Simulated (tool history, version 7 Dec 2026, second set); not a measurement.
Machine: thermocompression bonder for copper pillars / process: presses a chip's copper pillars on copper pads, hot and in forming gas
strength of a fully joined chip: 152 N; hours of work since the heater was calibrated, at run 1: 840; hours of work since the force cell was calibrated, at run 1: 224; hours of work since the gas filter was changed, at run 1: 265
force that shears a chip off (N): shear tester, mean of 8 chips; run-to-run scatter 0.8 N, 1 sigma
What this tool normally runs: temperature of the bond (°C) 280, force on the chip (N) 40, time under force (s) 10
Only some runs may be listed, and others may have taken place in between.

| run | day | temperature of the bond (°C) | force on the chip (N) | time under force (s) | hours of work since the heater was calibrated | hours of work since the force cell was calibrated | hours of work since the gas filter was changed | force that shears a chip off (N) |
|---|---|---|---|---|---|---|---|---|
| 1 | 0 | 280 | 40 | 10 | 840 | 224 | 265 | 86.5 |
| 2 | 0.912 | 280 | 40 | 29 | 851 | 234 | 276 | 116.2 |
| 3 | 1.479 | 280 | 40 | 26 | 857 | 241 | 282 | 112 |
| 4 | 2.7 | 280 | 40 | 26 | 872 | 256 | 297 | 112.2 |
| 5 | 3.538 | 280 | 40 | 10 | 882 | 266 | 307 | 87.6 |
|  | 4.575 | forming gas filter changed |
| 6 | 4.762 | 280 | 25 | 10 | 897 | 281 | 2 | 66.5 |
| 7 | 5.317 | 280 | 37 | 10 | 903 | 287 | 9 | 84.1 |
| 8 | 6.079 | 280 | 37 | 10 | 912 | 296 | 18 | 84 |
| 9 | 7.162 | 299 | 40 | 10 | 926 | 309 | 31 | 104.2 |
| 10 | 8.246 | 299 | 40 | 10 | 939 | 323 | 44 | 101.7 |
| 11 | 9.475 | 299 | 40 | 10 | 953 | 337 | 59 | 103.7 |
| 12 | 10.625 | 299 | 40 | 10 | 967 | 351 | 73 | 103.8 |
| 13 | 11.683 | 299 | 40 | 10 | 980 | 364 | 86 | 101.7 |
| 14 | 12.388 | 252 | 40 | 8 | 988 | 372 | 94 | 59.4 |
| 15 | 13.354 | 282 | 46 | 6 | 1000 | 384 | 106 | 82.7 |
| 16 | 14.55 | 280 | 57 | 22 | 1014 | 398 | 120 | 124.7 |
| 17 | 15.567 | 280 | 57 | 22 | 1027 | 411 | 132 | 124.5 |
| 18 | 16.204 | 280 | 57 | 22 | 1034 | 418 | 140 | 124.9 |
| 19 | 17.129 | 293 | 40 | 16 | 1045 | 429 | 151 | 111.4 |
| 20 | 17.854 | 261 | 36 | 24 | 1054 | 438 | 160 | 89.7 |
| 21 | 18.779 | 296 | 30 | 10 | 1065 | 449 | 171 | 87.7 |
| 22 | 19.329 | 296 | 30 | 10 | 1072 | 456 | 178 | 86.9 |
| 23 | 20.462 | 296 | 30 | 15 | 1086 | 470 | 191 | 98.5 |

Here are 3 independent what-if runs from the current tool condition. What would each one return?
| A | 21.271 | 268 | 27 | 15 | 1095 | 479 | 201 | ? |
| B | 21.271 | 280 | 60 | 26 | 1095 | 479 | 201 | ? |
| C | 21.271 | 284 | 60 | 10 | 1095 | 479 | 201 | ? |

| run | force that shears a chip off (N) |
|---|---|
| A | 69.3 |
| B | 130.2 |
| C | 110.4 |
What these runs would have given with no unlogged condition in the tool:
| run | force that shears a chip off (N) |
|---|---|
| A | 69.3 |
| B | 130.5 |
| C | 110.5 |

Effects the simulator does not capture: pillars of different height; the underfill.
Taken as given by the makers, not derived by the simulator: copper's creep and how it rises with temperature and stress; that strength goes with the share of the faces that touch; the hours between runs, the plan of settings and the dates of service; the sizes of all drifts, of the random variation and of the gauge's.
